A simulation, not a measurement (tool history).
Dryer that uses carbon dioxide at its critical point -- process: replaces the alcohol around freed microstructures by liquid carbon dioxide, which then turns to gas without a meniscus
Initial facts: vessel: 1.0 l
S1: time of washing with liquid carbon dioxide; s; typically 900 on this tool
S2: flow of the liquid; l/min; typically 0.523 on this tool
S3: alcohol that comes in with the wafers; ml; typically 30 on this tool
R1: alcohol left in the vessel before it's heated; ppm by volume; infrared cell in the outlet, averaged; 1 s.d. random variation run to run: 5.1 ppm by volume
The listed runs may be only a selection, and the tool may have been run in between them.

run    hour    S1     S2   S3    R1
  1     0.0   900  0.523   30   105
  2    34.5   900  0.523   30   109
  3    67.9   900  0.523   30   121
  4    96.4   900  0.523   30   117
  5   139.2   900  0.523   30   125
  6   186.6   900  0.523   60   194
  7   223.2   900  0.523   60   203
  8   280.2   900  0.523   60   210
  9   311.3   900  0.632   30   106
 10   349.5   900  0.344   30   594
 11   393.4   900  0.865   30    97
 12   446.4   900  0.865   30    94
 13   473.7   900  0.865   30   100
 14   528.1   900  0.865   30   116
 15   565.6   900  0.865   30   109
 16   611.5   900  0.865   30   114
 17   665.9   900  0.865   30   123
 18   699.9   900  0.865   30   117
 19   730.4   900  0.865   30   130
 20   777.3   900  0.865   30   124
 21   827.5  1380  0.865   30   129
      840.2  -- inlet filter changed
 22   878.1   660  0.355   30  1286
 23   902.5  1200  0.523   47   153
 24   956.0   900  0.315   30   722
 25   996.8   600  0.473   36   906
 26  1030.8   600  0.473   36   948
 27  1060.5   900  0.887   30   161
 28  1112.7   900  0.523   51   265
 29  1152.3  1020  0.470  106   345
 30  1184.9  1020  0.370   58   523
 31  1224.6  1320  0.734   56   168
 32  1279.3  1320  0.734   56   193
 33  1335.1  1260  0.523  100   207
 34  1369.5  1380  0.609   22   182
 35  1398.6  1080  0.523   30   216
 36  1443.5  1080  0.523   30   211
 37  1479.1   600  0.731   30   315
 38  1503.2   600  0.438   30  1230
 39  1534.8   600  0.438   30  1164
 40  1584.4   600  0.438   30  1231

Branching from run 40: 4 alternative next runs. What would each branch give?
  A  1633.8   720  0.795  30   ?
  B  1633.8  1140  0.491  33   ?
  C  1633.8   960  0.387  30   ?
  D  1633.8  1020  0.523  52   ?

run   R1
  A  230
  B  255
  C  465
  D  275
Stripped of hidden state, with their random variation kept, the same runs would have yielded:
run   R1
  A    9
  B   26
  C  169
  D   37
